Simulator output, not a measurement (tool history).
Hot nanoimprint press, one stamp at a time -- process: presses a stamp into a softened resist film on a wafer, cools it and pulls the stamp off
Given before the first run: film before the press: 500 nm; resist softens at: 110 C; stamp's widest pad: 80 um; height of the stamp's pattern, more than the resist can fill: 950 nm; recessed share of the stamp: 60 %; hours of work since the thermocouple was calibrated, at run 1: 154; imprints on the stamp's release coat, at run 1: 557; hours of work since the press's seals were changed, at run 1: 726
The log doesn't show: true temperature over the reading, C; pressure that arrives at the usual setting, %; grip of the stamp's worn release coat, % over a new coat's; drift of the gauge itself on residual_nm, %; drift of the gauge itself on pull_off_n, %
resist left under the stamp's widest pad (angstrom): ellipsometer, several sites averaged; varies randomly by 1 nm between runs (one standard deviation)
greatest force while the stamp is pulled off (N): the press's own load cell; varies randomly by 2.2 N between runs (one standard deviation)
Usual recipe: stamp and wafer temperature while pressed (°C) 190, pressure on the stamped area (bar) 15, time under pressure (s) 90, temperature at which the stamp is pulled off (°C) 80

run   hour  stamp and wafer temperature while pressed (°C)  pressure on the stamped area (bar)  time under pressure (s)  temperature at which the stamp is pulled off (°C)  hours of work since the thermocouple was calibrated  imprints on the stamp's release coat  hours of work since the press's seals were changed  resist left under the stamp's widest pad (angstrom)  greatest force while the stamp is pulled off (N)
  1      0                                             190                                  15                       90                                                 80                                                  154                                   557                                                 726                                                 1994                                               156
      24.8  -- stamp cleaned and given a new release coat
  2   39.6                                             190                                  15                       90                                                 80                                                  176                                    79                                                 749                                                 2011                                               148
  3   67.9                                             190                                  15                       90                                                 80                                                  195                                   228                                                 768                                                 2016                                               152
  4   84.3                                             190                                  15                       57                                                 80                                                  206                                   315                                                 779                                                 2393                                               152
  5  106.5                                             190                                19.1                       90                                                 80                                                  221                                   432                                                 794                                                 1818                                               158
  6    126                                             190                                19.1                       90                                                 80                                                  234                                   535                                                 807                                                 1810                                               164
  7  141.5                                             190                                  15                       90                                                 80                                                  244                                   617                                                 817                                                 2005                                               162
       158  -- stamp cleaned and given a new release coat
  8  175.9                                             190                                  15                       90                                                 80                                                  263                                    94                                                 836                                                 1996                                               154
  9  196.5                                             190                                12.4                       90                                                 80                                                  277                                   204                                                 850                                                 2196                                               151
     226.5  -- plate thermocouple calibrated
 10  235.4                                             190                                12.4                       90                                                 80                                                    6                                   393                                                 874                                                 2121                                               153
 11  261.8                                             190                                12.4                       90                                                 80                                                   24                                   532                                                 891                                                 2126                                               162
 12  283.5                                             190                                12.4                       90                                                 80                                                   38                                   647                                                 906                                                 2096                                               159
     292.7  -- stamp cleaned and given a new release coat
 13  315.5                                             190                                12.4                       90                                                 80                                                   56                                   120                                                 923                                                 2139                                               148
 14  337.1                                             190                                  15                       90                                                 71                                                   70                                   234                                                 938                                                 1960                                               180
 15  372.7                                             190                                  15                       90                                                 80                                                   94                                   422                                                 962                                                 1973                                               153
 16    395                                             190                                  15                       90                                                 80                                                  109                                   540                                                 977                                                 1978                                               156
 17  410.9                                             191                                15.3                       90                                                 80                                                  119                                   624                                                 987                                                 1895                                               164
       424  -- stamp cleaned and given a new release coat
 18  447.2                                             190                                  15                       49                                                 83                                                  140                                   123                                                1007                                                 2503                                               137
 19  482.4                                             190                                  15                       49                                                 83                                                  163                                   309                                                1031                                                 2493                                               144
 20  516.2                                             199                                16.1                       81                                                 65                                                  186                                   487                                                1054                                                 1329                                               206
 21  545.4                                             199                                22.1                       81                                                 65                                                  205                                   641                                                1073                                                 1149                                               211
     554.6  -- stamp cleaned and given a new release coat
 22  569.8                                             199                                22.1                      133                                                 71                                                  218                                    81                                                1085                                                  918                                               182
 23  590.6                                             190                                12.1                       90                                                 80                                                  232                                   190                                                1099                                                 2186                                               150
 24  608.3                                             179                                12.1                       55                                                 80                                                  243                                   284                                                1111                                                 3877                                               156
 25  624.6                                             186                                22.8                       98                                                 67                                                  254                                   370                                                1122                                                 1935                                               206
 26  644.9                                             190                                12.3                      176                                                 80                                                  268                                   477                                                1136                                                 1658                                               158
 27  663.3                                             190                                12.3                      162                                                 80                                                  280                                   574                                                1148                                                 1713                                               157
     686.2  -- stamp cleaned and given a new release coat
     695.1  -- plate thermocouple calibrated
 28  701.5                                             191                                  10                       88                                                 86                                                    4                                    64                                                1168                                                 2266                                               127
 29  723.9                                             182                                  15                      122                                                 80                                                   19                                   183                                                1183                                                 2575                                               155
 30  758.2                                             198                                16.8                       47                                                 86                                                   42                                   364                                                1206                                                 1732                                               136

For some of the steps in resist left under the stamp's widest pad (angstrom) from one run to the next: how much would appear even if the tool had no hidden state, given the settings, what came in and random variation, and how much remains for the hidden state plus any gauge scatter that the measured result and the result without hidden state don't share?
Run 9 -> 10: plate thermocouple calibrated. resist left under the stamp's widest pad (angstrom) -75: hidden state -74, all else -1.
Run 22 -> 23: stamp and wafer temperature while pressed (°C) 199 -> 190, pressure on the stamped area (bar) 22.1 -> 12.1, time under pressure (s) 133 -> 90, temperature at which the stamp is pulled off (°C) 71 -> 80. resist left under the stamp's widest pad (angstrom) +1268: hidden state +17, all else +1251.
Run 23 -> 24: stamp and wafer temperature while pressed (°C) 190 -> 179, time under pressure (s) 90 -> 55. resist left under the stamp's widest pad (angstrom) +1691: hidden state +2, all else +1689.
Run 24 -> 25: stamp and wafer temperature while pressed (°C) 179 -> 186, pressure on the stamped area (bar) 12.1 -> 22.8, time under pressure (s) 55 -> 98, temperature at which the stamp is pulled off (°C) 80 -> 67. resist left under the stamp's widest pad (angstrom) -1942: hidden state +30, all else -1972.
Run 25 -> 26: stamp and wafer temperature while pressed (°C) 186 -> 190, pressure on the stamped area (bar) 22.8 -> 12.3, time under pressure (s) 98 -> 176, temperature at which the stamp is pulled off (°C) 67 -> 80. resist left under the stamp's widest pad (angstrom) -277: hidden state -37, all else -240.
